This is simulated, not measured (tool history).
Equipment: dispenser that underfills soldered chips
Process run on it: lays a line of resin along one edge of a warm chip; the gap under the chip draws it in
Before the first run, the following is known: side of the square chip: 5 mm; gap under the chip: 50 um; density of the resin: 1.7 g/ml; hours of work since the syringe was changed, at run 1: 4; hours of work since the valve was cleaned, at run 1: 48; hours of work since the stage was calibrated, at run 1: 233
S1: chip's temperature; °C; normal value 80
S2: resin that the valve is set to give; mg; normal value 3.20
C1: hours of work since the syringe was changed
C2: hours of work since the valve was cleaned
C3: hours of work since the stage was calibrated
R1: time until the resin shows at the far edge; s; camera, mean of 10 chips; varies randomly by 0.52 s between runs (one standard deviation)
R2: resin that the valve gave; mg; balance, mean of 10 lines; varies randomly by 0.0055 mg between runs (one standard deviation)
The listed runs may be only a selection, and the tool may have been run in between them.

run 1 hour=0.0 | S1=80 S2=3.20 | C1=4 C2=48 C3=233 | R1=61.5 R2=3.123
-- hour=3.0 new syringe of resin
run 2 hour=6.1 | S1=80 S2=3.20 | C1=2 C2=52 C3=237 | R1=52.0 R2=3.128
-- hour=12.4 new syringe of resin
run 3 hour=14.6 | S1=80 S2=3.48 | C1=1 C2=58 C3=243 | R1=49.6 R2=3.384
-- hour=21.6 new syringe of resin
run 4 hour=23.4 | S1=80 S2=3.48 | C1=1 C2=63 C3=248 | R1=47.8 R2=3.365
run 5 hour=30.0 | S1=80 S2=3.48 | C1=6 C2=68 C3=253 | R1=67.7 R2=3.370
-- hour=31.1 new syringe of resin
-- hour=32.1 dispensing valve cleaned and set on the balance
-- hour=41.5 new syringe of resin
run 6 hour=42.1 | S1=80 S2=3.48 | C1=0 C2=6 C3=260 | R1=44.9 R2=3.467
run 7 hour=48.9 | S1=80 S2=3.19 | C1=5 C2=11 C3=264 | R1=64.8 R2=3.166
-- hour=50.6 new syringe of resin
run 8 hour=59.0 | S1=80 S2=3.20 | C1=6 C2=18 C3=271 | R1=68.1 R2=3.162
-- hour=60.3 new syringe of resin
-- hour=69.5 new syringe of resin
run 9 hour=69.9 | S1=80 S2=3.20 | C1=0 C2=24 C3=278 | R1=46.3 R2=3.155
run 10 hour=77.8 | S1=80 S2=3.20 | C1=6 C2=30 C3=283 | R1=68.4 R2=3.154
-- hour=78.8 new syringe of resin
run 11 hour=84.3 | S1=80 S2=3.20 | C1=4 C2=34 C3=287 | R1=59.3 R2=3.135
-- hour=87.8 new syringe of resin
-- hour=96.7 new syringe of resin
run 12 hour=96.7 | S1=80 S2=3.20 | C1=0 C2=42 C3=295 | R1=43.7 R2=3.118
run 13 hour=103.7 | S1=80 S2=3.20 | C1=5 C2=47 C3=300 | R1=64.8 R2=3.124
-- hour=105.8 new syringe of resin
run 14 hour=113.6 | S1=80 S2=3.20 | C1=5 C2=53 C3=306 | R1=67.4 R2=3.110
-- hour=115.6 new syringe of resin
run 15 hour=121.6 | S1=80 S2=3.48 | C1=4 C2=58 C3=311 | R1=61.2 R2=3.372
-- hour=124.9 new syringe of resin
run 16 hour=129.1 | S1=80 S2=3.48 | C1=3 C2=63 C3=316 | R1=54.6 R2=3.367
-- hour=134.1 new syringe of resin
run 17 hour=136.9 | S1=80 S2=3.48 | C1=2 C2=68 C3=321 | R1=50.2 R2=3.352
-- hour=138.7 dispensing valve cleaned and set on the balance
-- hour=144.0 new syringe of resin
run 18 hour=149.1 | S1=80 S2=3.48 | C1=3 C2=7 C3=328 | R1=58.4 R2=3.466
-- hour=153.5 new syringe of resin
run 19 hour=158.6 | S1=80 S2=3.48 | C1=3 C2=13 C3=335 | R1=58.6 R2=3.447
-- hour=162.6 new syringe of resin
run 20 hour=164.3 | S1=81 S2=3.49 | C1=1 C2=16 C3=338 | R1=45.0 R2=3.451
-- hour=171.7 new syringe of resin
run 21 hour=171.8 | S1=93 S2=4.04 | C1=0 C2=21 C3=343 | R1=26.2 R2=3.993
-- hour=180.7 new syringe of resin
run 22 hour=182.8 | S1=91 S2=3.35 | C1=1 C2=28 C3=350 | R1=31.0 R2=3.302
run 23 hour=187.8 | S1=80 S2=4.11 | C1=5 C2=32 C3=353 | R1=63.1 R2=4.032
-- hour=189.7 new syringe of resin
run 24 hour=193.0 | S1=91 S2=3.12 | C1=2 C2=35 C3=357 | R1=34.6 R2=3.062
-- hour=199.2 new syringe of resin
run 25 hour=201.1 | S1=66 S2=3.18 | C1=1 C2=40 C3=362 | R1=92.2 R2=3.117
-- hour=208.9 new syringe of resin
run 26 hour=212.0 | S1=89 S2=3.21 | C1=2 C2=47 C3=369 | R1=37.3 R2=3.130
-- hour=218.5 new syringe of resin
run 27 hour=220.5 | S1=89 S2=3.21 | C1=1 C2=53 C3=375 | R1=35.1 R2=3.114
-- hour=227.4 new syringe of resin
run 28 hour=232.7 | S1=71 S2=3.56 | C1=4 C2=61 C3=382 | R1=85.5 R2=3.444
-- hour=236.4 new syringe of resin
run 29 hour=239.6 | S1=71 S2=3.56 | C1=2 C2=65 C3=387 | R1=76.6 R2=3.435
-- hour=245.6 dispensing valve cleaned and set on the balance
-- hour=246.4 new syringe of resin
run 30 hour=251.7 | S1=69 S2=4.19 | C1=4 C2=4 C3=394 | R1=92.0 R2=4.187
-- hour=255.4 new syringe of resin
run 31 hour=261.2 | S1=79 S2=3.03 | C1=4 C2=10 C3=400 | R1=64.3 R2=3.016
-- hour=264.9 new syringe of resin
run 32 hour=271.1 | S1=79 S2=3.03 | C1=4 C2=16 C3=407 | R1=67.3 R2=3.017
-- hour=274.1 new syringe of resin
run 33 hour=277.9 | S1=78 S2=3.11 | C1=3 C2=21 C3=411 | R1=59.6 R2=3.095
-- hour=283.2 new syringe of resin
run 34 hour=288.9 | S1=74 S2=3.27 | C1=4 C2=28 C3=418 | R1=78.5 R2=3.234
-- hour=292.1 new syringe of resin
run 35 hour=295.0 | S1=74 S2=3.27 | C1=2 C2=32 C3=422 | R1=66.3 R2=3.227

How the hidden state differs across the entries between the runs, from the last listed run before each to the first after it:
From run 1 to run 2: new syringe of resin (hour 3.0)
  resin's viscosity, % of fresh resin's: 138.9 -> 116; dose that the valve gives, % of what is set: 97.75 -> 97.55; true chip temperature over the reading, C: -1.06 -> -1.07
  what was measured, less what the result would be without the hidden state, R1: +19.4 -> +9.3 s; R2: -0.072 -> -0.079 mg
From run 2 to run 3: new syringe of resin (hour 12.4)
  resin's viscosity, % of fresh resin's: 116 -> 112.7; dose that the valve gives, % of what is set: 97.55 -> 97.3; true chip temperature over the reading, C: -1.07 -> -1.09
  what was measured, less what the result would be without the hidden state, R1: +9.3 -> +7.7 s; R2: -0.079 -> -0.094 mg
From run 3 to run 4: new syringe of resin (hour 21.6)
  resin's viscosity, % of fresh resin's: 112.7 -> 110.4; dose that the valve gives, % of what is set: 97.3 -> 97; true chip temperature over the reading, C: -1.09 -> -1.11
  what was measured, less what the result would be without the hidden state, R1: +7.7 -> +6.6 s; R2: -0.094 -> -0.104 mg
From run 5 to run 6: new syringe of resin (hour 31.1); dispensing valve cleaned and set on the balance (hour 32.1); new syringe of resin (hour 41.5)
  resin's viscosity, % of fresh resin's: 155.1 -> 102.7; dose that the valve gives, % of what is set: 96.75 -> 99.43; true chip temperature over the reading, C: -1.13 -> -1.15
  what was measured, less what the result would be without the hidden state, R1: +26.0 -> +3.2 s; R2: -0.113 -> -0.020 mg
From run 7 to run 8: new syringe of resin (hour 50.6)
  resin's viscosity, % of fresh resin's: 146 -> 153.8; dose that the valve gives, % of what is set: 99.21 -> 98.88; true chip temperature over the reading, C: -1.17 -> -1.19
  what was measured, less what the result would be without the hidden state, R1: +22.5 -> +25.9 s; R2: -0.026 -> -0.035 mg
From run 8 to run 9: new syringe of resin (hour 60.3); new syringe of resin (hour 69.5)
  resin's viscosity, % of fresh resin's: 153.8 -> 102; dose that the valve gives, % of what is set: 98.88 -> 98.52; true chip temperature over the reading, C: -1.19 -> -1.22
  what was measured, less what the result would be without the hidden state, R1: +25.9 -> +3.3 s; R2: -0.035 -> -0.047 mg
From run 10 to run 11: new syringe of resin (hour 78.8)
  resin's viscosity, % of fresh resin's: 153.3 -> 132.3; dose that the valve gives, % of what is set: 98.28 -> 98.09; true chip temperature over the reading, C: -1.24 -> -1.25
  what was measured, less what the result would be without the hidden state, R1: +26.3 -> +16.8 s; R2: -0.055 -> -0.061 mg
From run 11 to run 12: new syringe of resin (hour 87.8); new syringe of resin (hour 96.7)
  resin's viscosity, % of fresh resin's: 132.3 -> 99.3; dose that the valve gives, % of what is set: 98.09 -> 97.73; true chip temperature over the reading, C: -1.25 -> -1.28
  what was measured, less what the result would be without the hidden state, R1: +16.8 -> +2.1 s; R2: -0.061 -> -0.072 mg
From run 13 to run 14: new syringe of resin (hour 105.8)
  resin's viscosity, % of fresh resin's: 142.6 -> 149.1; dose that the valve gives, % of what is set: 97.52 -> 97.2; true chip temperature over the reading, C: -1.3 -> -1.32
  what was measured, less what the result would be without the hidden state, R1: +22.0 -> +24.7 s; R2: -0.079 -> -0.089 mg
From run 14 to run 15: new syringe of resin (hour 115.6)
  resin's viscosity, % of fresh resin's: 149.1 -> 137.5; dose that the valve gives, % of what is set: 97.2 -> 96.95; true chip temperature over the reading, C: -1.32 -> -1.34
  what was measured, less what the result would be without the hidden state, R1: +24.7 -> +19.3 s; R2: -0.089 -> -0.106 mg
From run 15 to run 16: new syringe of resin (hour 124.9)
  resin's viscosity, % of fresh resin's: 137.5 -> 123.4; dose that the valve gives, % of what is set: 96.95 -> 96.71; true chip temperature over the reading, C: -1.34 -> -1.36
  what was measured, less what the result would be without the hidden state, R1: +19.3 -> +12.9 s; R2: -0.106 -> -0.115 mg
From run 16 to run 17: new syringe of resin (hour 134.1)
  resin's viscosity, % of fresh resin's: 123.4 -> 114.8; dose that the valve gives, % of what is set: 96.71 -> 96.47; true chip temperature over the reading, C: -1.36 -> -1.38
  what was measured, less what the result would be without the hidden state, R1: +12.9 -> +9.1 s; R2: -0.115 -> -0.123 mg
From run 17 to run 18: dispensing valve cleaned and set on the balance (hour 138.7); new syringe of resin (hour 144.0)
  resin's viscosity, % of fresh resin's: 114.8 -> 130; dose that the valve gives, % of what is set: 96.47 -> 99.38; true chip temperature over the reading, C: -1.38 -> -1.4
  what was measured, less what the result would be without the hidden state, R1: +9.1 -> +15.9 s; R2: -0.123 -> -0.021 mg
From run 18 to run 19: new syringe of resin (hour 153.5)
  resin's viscosity, % of fresh resin's: 130 -> 129.7; dose that the valve gives, % of what is set: 99.38 -> 99.1; true chip temperature over the reading, C: -1.4 -> -1.43
  what was measured, less what the result would be without the hidden state, R1: +15.9 -> +15.9 s; R2: -0.021 -> -0.032 mg
From run 19 to run 20: new syringe of resin (hour 162.6)
  resin's viscosity, % of fresh resin's: 129.7 -> 107; dose that the valve gives, % of what is set: 99.1 -> 98.92; true chip temperature over the reading, C: -1.43 -> -1.44
  what was measured, less what the result would be without the hidden state, R1: +15.9 -> +5.4 s; R2: -0.032 -> -0.037 mg
From run 20 to run 21: new syringe of resin (hour 171.7)
  resin's viscosity, % of fresh resin's: 107 -> 100.2; dose that the valve gives, % of what is set: 98.92 -> 98.69; true chip temperature over the reading, C: -1.44 -> -1.46
  what was measured, less what the result would be without the hidden state, R1: +5.4 -> +1.5 s; R2: -0.037 -> -0.053 mg
From run 21 to run 22: new syringe of resin (hour 180.7)
  resin's viscosity, % of fresh resin's: 100.2 -> 110; dose that the valve gives, % of what is set: 98.69 -> 98.33; true chip temperature over the reading, C: -1.46 -> -1.48
  what was measured, less what the result would be without the hidden state, R1: +1.5 -> +4.5 s; R2: -0.053 -> -0.056 mg
From run 23 to run 24: new syringe of resin (hour 189.7)
  resin's viscosity, % of fresh resin's: 142 -> 117.6; dose that the valve gives, % of what is set: 98.15 -> 97.99; true chip temperature over the reading, C: -1.49 -> -1.51
  what was measured, less what the result would be without the hidden state, R1: +21.4 -> +7.0 s; R2: -0.076 -> -0.062 mg
From run 24 to run 25: new syringe of resin (hour 199.2)
  resin's viscosity, % of fresh resin's: 117.6 -> 110.9; dose that the valve gives, % of what is set: 97.99 -> 97.74; true chip temperature over the reading, C: -1.51 -> -1.53
  what was measured, less what the result would be without the hidden state, R1: +7.0 -> +14.8 s; R2: -0.062 -> -0.072 mg
From run 25 to run 26: new syringe of resin (hour 208.9)
  resin's viscosity, % of fresh resin's: 110.9 -> 118.7; dose that the valve gives, % of what is set: 97.74 -> 97.36; true chip temperature over the reading, C: -1.53 -> -1.55
  what was measured, less what the result would be without the hidden state, R1: +14.8 -> +7.9 s; R2: -0.072 -> -0.085 mg
From run 26 to run 27: new syringe of resin (hour 218.5)
  resin's viscosity, % of fresh resin's: 118.7 -> 110.4; dose that the valve gives, % of what is set: 97.36 -> 97.08; true chip temperature over the reading, C: -1.55 -> -1.57
  what was measured, less what the result would be without the hidden state, R1: +7.9 -> +5.4 s; R2: -0.085 -> -0.094 mg
From run 27 to run 28: new syringe of resin (hour 227.4)
  resin's viscosity, % of fresh resin's: 110.4 -> 130.9; dose that the valve gives, % of what is set: 97.08 -> 96.69; true chip temperature over the reading, C: -1.57 -> -1.6
  what was measured, less what the result would be without the hidden state, R1: +5.4 -> +24.8 s; R2: -0.094 -> -0.118 mg
From run 28 to run 29: new syringe of resin (hour 236.4)
  resin's viscosity, % of fresh resin's: 130.9 -> 117; dose that the valve gives, % of what is set: 96.69 -> 96.44; true chip temperature over the reading, C: -1.6 -> -1.62
  what was measured, less what the result would be without the hidden state, R1: +24.8 -> +15.8 s; R2: -0.118 -> -0.127 mg
From run 29 to run 30: dispensing valve cleaned and set on the balance (hour 245.6); new syringe of resin (hour 246.4)
  resin's viscosity, % of fresh resin's: 117 -> 131.1; dose that the valve gives, % of what is set: 96.44 -> 100.06; true chip temperature over the reading, C: -1.62 -> -1.64
  what was measured, less what the result would be without the hidden state, R1: +15.8 -> +26.7 s; R2: -0.127 -> +0.003 mg
From run 30 to run 31: new syringe of resin (hour 255.4)
  resin's viscosity, % of fresh resin's: 131.1 -> 136.3; dose that the valve gives, % of what is set: 100.06 -> 99.75; true chip temperature over the reading, C: -1.64 -> -1.66
  what was measured, less what the result would be without the hidden state, R1: +26.7 -> +20.2 s; R2: +0.003 -> -0.008 mg
From run 31 to run 32: new syringe of resin (hour 264.9)
  resin's viscosity, % of fresh resin's: 136.3 -> 139.9; dose that the valve gives, % of what is set: 99.75 -> 99.41; true chip temperature over the reading, C: -1.66 -> -1.69
  what was measured, less what the result would be without the hidden state, R1: +20.2 -> +22.5 s; R2: -0.008 -> -0.018 mg
From run 32 to run 33: new syringe of resin (hour 274.1)
  resin's viscosity, % of fresh resin's: 139.9 -> 122.9; dose that the valve gives, % of what is set: 99.41 -> 99.21; true chip temperature over the reading, C: -1.69 -> -1.7
  what was measured, less what the result would be without the hidden state, R1: +22.5 -> +14.6 s; R2: -0.018 -> -0.025 mg
From run 33 to run 34: new syringe of resin (hour 283.2)
  resin's viscosity, % of fresh resin's: 122.9 -> 133.9; dose that the valve gives, % of what is set: 99.21 -> 98.87; true chip temperature over the reading, C: -1.7 -> -1.73
  what was measured, less what the result would be without the hidden state, R1: +14.6 -> +24.1 s; R2: -0.025 -> -0.037 mg
From run 34 to run 35: new syringe of resin (hour 292.1)
  resin's viscosity, % of fresh resin's: 133.9 -> 115.1; dose that the valve gives, % of what is set: 98.87 -> 98.68; true chip temperature over the reading, C: -1.73 -> -1.74
  what was measured, less what the result would be without the hidden state, R1: +24.1 -> +13.0 s; R2: -0.037 -> -0.043 mg

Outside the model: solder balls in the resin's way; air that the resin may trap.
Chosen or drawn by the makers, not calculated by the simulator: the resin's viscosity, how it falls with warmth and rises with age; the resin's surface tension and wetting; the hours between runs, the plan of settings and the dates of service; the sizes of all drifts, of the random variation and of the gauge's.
